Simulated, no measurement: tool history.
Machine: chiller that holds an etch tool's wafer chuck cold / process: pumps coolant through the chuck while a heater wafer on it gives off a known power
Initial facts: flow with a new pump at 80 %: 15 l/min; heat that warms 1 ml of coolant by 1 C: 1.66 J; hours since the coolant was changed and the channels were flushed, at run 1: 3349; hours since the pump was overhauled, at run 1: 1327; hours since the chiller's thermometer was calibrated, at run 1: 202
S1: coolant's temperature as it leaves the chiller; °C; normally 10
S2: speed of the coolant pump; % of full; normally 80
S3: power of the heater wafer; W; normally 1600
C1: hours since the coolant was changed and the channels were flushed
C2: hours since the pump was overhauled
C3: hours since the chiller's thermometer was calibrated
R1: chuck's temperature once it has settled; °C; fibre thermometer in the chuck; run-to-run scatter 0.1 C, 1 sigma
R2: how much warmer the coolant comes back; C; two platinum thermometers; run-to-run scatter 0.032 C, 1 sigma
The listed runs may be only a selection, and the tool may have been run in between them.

{"run": 1, "hour": 0.0, "S1": 10, "S2": 80, "S3": 1600, "C1": 3349, "C2": 1327, "C3": 202, "R1": 27.1, "R2": 3.92}
{"run": 2, "hour": 61.3, "S1": 10, "S2": 80, "S3": 1600, "C1": 3410, "C2": 1389, "C3": 264, "R1": 27.4, "R2": 3.91}
{"run": 3, "hour": 137.5, "S1": 10, "S2": 93, "S3": 1600, "C1": 3486, "C2": 1465, "C3": 340, "R1": 25.2, "R2": 3.3}
{"run": 4, "hour": 177.9, "S1": 4, "S2": 80, "S3": 1600, "C1": 3526, "C2": 1505, "C3": 380, "R1": 21.4, "R2": 3.94}
{"run": 5, "hour": 223.3, "S1": 4, "S2": 80, "S3": 1600, "C1": 3572, "C2": 1551, "C3": 426, "R1": 21.3, "R2": 3.93}
{"run": 6, "hour": 281.0, "S1": 4, "S2": 80, "S3": 1600, "C1": 3630, "C2": 1608, "C3": 483, "R1": 21.5, "R2": 3.98}
{"run": 7, "hour": 355.8, "S1": 10, "S2": 80, "S3": 1600, "C1": 3704, "C2": 1683, "C3": 558, "R1": 27.4, "R2": 3.9}
{"run": 8, "hour": 431.8, "S1": 10, "S2": 80, "S3": 936, "C1": 3780, "C2": 1759, "C3": 634, "R1": 20, "R2": 2.32}
{"hour": 438.0, "done": "chiller's thermometer calibrated"}
{"run": 9, "hour": 500.3, "S1": 1, "S2": 80, "S3": 1600, "C1": 3848, "C2": 1827, "C3": 62, "R1": 18.4, "R2": 3.87}
{"run": 10, "hour": 578.1, "S1": 1, "S2": 80, "S3": 1600, "C1": 3926, "C2": 1904, "C3": 140, "R1": 18.7, "R2": 3.97}
{"run": 11, "hour": 664.9, "S1": 12, "S2": 70, "S3": 1783, "C1": 4013, "C2": 1991, "C3": 227, "R1": 34.1, "R2": 5.18}
{"run": 12, "hour": 714.1, "S1": 15, "S2": 72, "S3": 1600, "C1": 4062, "C2": 2041, "C3": 276, "R1": 34.4, "R2": 4.42}
{"run": 13, "hour": 798.5, "S1": 15, "S2": 72, "S3": 1600, "C1": 4146, "C2": 2125, "C3": 360, "R1": 34.5, "R2": 4.42}
{"hour": 839.3, "done": "chiller's thermometer calibrated, once more"}
{"run": 14, "hour": 856.1, "S1": 15, "S2": 78, "S3": 1875, "C1": 4203, "C2": 2182, "C3": 17, "R1": 36.1, "R2": 4.72}
{"run": 15, "hour": 912.7, "S1": 15, "S2": 78, "S3": 1875, "C1": 4259, "C2": 2238, "C3": 73, "R1": 36.1, "R2": 4.8}
{"run": 16, "hour": 995.5, "S1": 10, "S2": 96, "S3": 1035, "C1": 4342, "C2": 2321, "C3": 156, "R1": 19.7, "R2": 2.15}
{"run": 17, "hour": 1080.3, "S1": 12, "S2": 84, "S3": 1035, "C1": 4427, "C2": 2406, "C3": 241, "R1": 22.9, "R2": 2.46}

4 ways to go on from here, each from the tool as it stands after run 17. What would each give?
{"run": "A", "hour": 1157.0, "S1": 10, "S2": 71, "S3": 1153, "C1": 4504, "C2": 2482, "C3": 318, "R1": "?", "R2": "?"}
{"run": "B", "hour": 1157.0, "S1": 10, "S2": 64, "S3": 1979, "C1": 4504, "C2": 2482, "C3": 318, "R1": "?", "R2": "?"}
{"run": "C", "hour": 1157.0, "S1": 1, "S2": 63, "S3": 1600, "C1": 4504, "C2": 2482, "C3": 318, "R1": "?", "R2": "?"}
{"run": "D", "hour": 1157.0, "S1": 17, "S2": 84, "S3": 1035, "C1": 4504, "C2": 2482, "C3": 318, "R1": "?", "R2": "?"}

run=A R1=24.5 R2=3.33
run=B R1=36.9 R2=6.29
run=C R1=23.3 R2=5.2
run=D R1=28.1 R2=2.37
Without the tool's hidden state the same runs would have given:
run=A R1=23.1 R2=3.21
run=B R1=34.3 R2=6.08
run=C R1=21.2 R2=5.02
run=D R1=27 R2=2.29
